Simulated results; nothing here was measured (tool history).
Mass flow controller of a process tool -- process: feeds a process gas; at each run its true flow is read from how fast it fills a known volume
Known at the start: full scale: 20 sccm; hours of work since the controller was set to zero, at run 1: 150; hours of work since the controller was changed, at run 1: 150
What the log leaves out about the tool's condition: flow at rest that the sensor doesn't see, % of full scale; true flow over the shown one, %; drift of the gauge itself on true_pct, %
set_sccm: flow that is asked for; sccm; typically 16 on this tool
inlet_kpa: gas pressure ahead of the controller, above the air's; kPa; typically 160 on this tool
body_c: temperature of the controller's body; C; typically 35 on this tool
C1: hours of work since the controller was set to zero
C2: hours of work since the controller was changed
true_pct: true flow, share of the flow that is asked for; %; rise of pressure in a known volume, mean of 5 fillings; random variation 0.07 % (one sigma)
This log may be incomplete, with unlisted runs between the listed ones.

{"run": 1, "hour": 0.0, "set_sccm": 16, "inlet_kpa": 160, "body_c": 35, "C1": 150, "C2": 150, "true_pct": 98.5}
{"run": 2, "hour": 139.0, "set_sccm": 16, "inlet_kpa": 160, "body_c": 35, "C1": 216, "C2": 216, "true_pct": 98.68}
{"run": 3, "hour": 232.8, "set_sccm": 2, "inlet_kpa": 160, "body_c": 35, "C1": 261, "C2": 261, "true_pct": 96.46}
{"run": 4, "hour": 299.2, "set_sccm": 16, "inlet_kpa": 150, "body_c": 35, "C1": 293, "C2": 293, "true_pct": 98.69}
{"run": 5, "hour": 449.1, "set_sccm": 16, "inlet_kpa": 150, "body_c": 35, "C1": 365, "C2": 365, "true_pct": 98.82}
{"run": 6, "hour": 551.4, "set_sccm": 16, "inlet_kpa": 150, "body_c": 35, "C1": 414, "C2": 414, "true_pct": 98.95}
{"run": 7, "hour": 679.3, "set_sccm": 6, "inlet_kpa": 150, "body_c": 35, "C1": 476, "C2": 476, "true_pct": 97.48}
{"run": 8, "hour": 746.6, "set_sccm": 6, "inlet_kpa": 150, "body_c": 35, "C1": 508, "C2": 508, "true_pct": 97.59}
{"run": 9, "hour": 893.6, "set_sccm": 6, "inlet_kpa": 150, "body_c": 34, "C1": 579, "C2": 579, "true_pct": 97.74}
{"run": 10, "hour": 1018.7, "set_sccm": 16, "inlet_kpa": 148, "body_c": 35, "C1": 639, "C2": 639, "true_pct": 99.38}
{"run": 11, "hour": 1149.9, "set_sccm": 16, "inlet_kpa": 148, "body_c": 35, "C1": 702, "C2": 702, "true_pct": 99.43}
{"run": 12, "hour": 1309.1, "set_sccm": 16, "inlet_kpa": 160, "body_c": 35, "C1": 778, "C2": 778, "true_pct": 99.62}
{"run": 13, "hour": 1396.6, "set_sccm": 15, "inlet_kpa": 160, "body_c": 35, "C1": 820, "C2": 820, "true_pct": 99.53}
{"hour": 1528.1, "done": "gauge calibrated"}
{"run": 14, "hour": 1548.7, "set_sccm": 15, "inlet_kpa": 160, "body_c": 35, "C1": 893, "C2": 893, "true_pct": 98.25}
{"run": 15, "hour": 1621.3, "set_sccm": 4, "inlet_kpa": 160, "body_c": 35, "C1": 928, "C2": 928, "true_pct": 96.74}
{"run": 16, "hour": 1774.8, "set_sccm": 4, "inlet_kpa": 160, "body_c": 35, "C1": 1002, "C2": 1002, "true_pct": 96.97}
{"run": 17, "hour": 1893.4, "set_sccm": 4, "inlet_kpa": 160, "body_c": 35, "C1": 1058, "C2": 1058, "true_pct": 97.06}
{"run": 18, "hour": 2000.9, "set_sccm": 16, "inlet_kpa": 160, "body_c": 35, "C1": 1110, "C2": 1110, "true_pct": 99.08}
{"run": 19, "hour": 2144.5, "set_sccm": 16, "inlet_kpa": 160, "body_c": 29, "C1": 1179, "C2": 1179, "true_pct": 99.42}
{"run": 20, "hour": 2289.2, "set_sccm": 6, "inlet_kpa": 172, "body_c": 21, "C1": 1248, "C2": 1248, "true_pct": 98.55}
{"run": 21, "hour": 2402.6, "set_sccm": 6, "inlet_kpa": 172, "body_c": 21, "C1": 1303, "C2": 1303, "true_pct": 98.61}
{"run": 22, "hour": 2516.3, "set_sccm": 6, "inlet_kpa": 172, "body_c": 21, "C1": 1357, "C2": 1357, "true_pct": 98.63}
{"run": 23, "hour": 2657.1, "set_sccm": 6, "inlet_kpa": 172, "body_c": 21, "C1": 1425, "C2": 1425, "true_pct": 98.81}
{"run": 24, "hour": 2806.7, "set_sccm": 4, "inlet_kpa": 198, "body_c": 34, "C1": 1497, "C2": 1497, "true_pct": 97.89}
{"run": 25, "hour": 2889.6, "set_sccm": 6, "inlet_kpa": 265, "body_c": 27, "C1": 1537, "C2": 1537, "true_pct": 99.07}
{"run": 26, "hour": 2978.6, "set_sccm": 6, "inlet_kpa": 266, "body_c": 27, "C1": 1579, "C2": 1579, "true_pct": 99.07}
{"run": 27, "hour": 3129.9, "set_sccm": 6, "inlet_kpa": 266, "body_c": 27, "C1": 1652, "C2": 1652, "true_pct": 99.3}
{"run": 28, "hour": 3275.4, "set_sccm": 16, "inlet_kpa": 263, "body_c": 36, "C1": 1722, "C2": 1722, "true_pct": 100.32}

Estimate the outcome of run 29 from the log above:
{"run": 29, "hour": 3390.8, "set_sccm": 6, "inlet_kpa": 218, "body_c": 31, "C1": 1777, "C2": 1777, "true_pct": "?"}

{"run 29": {"true_pct": 98.98}}
On a tool with no hidden condition, and with the same random variation, this run would have come out at true_pct 97.49 %.
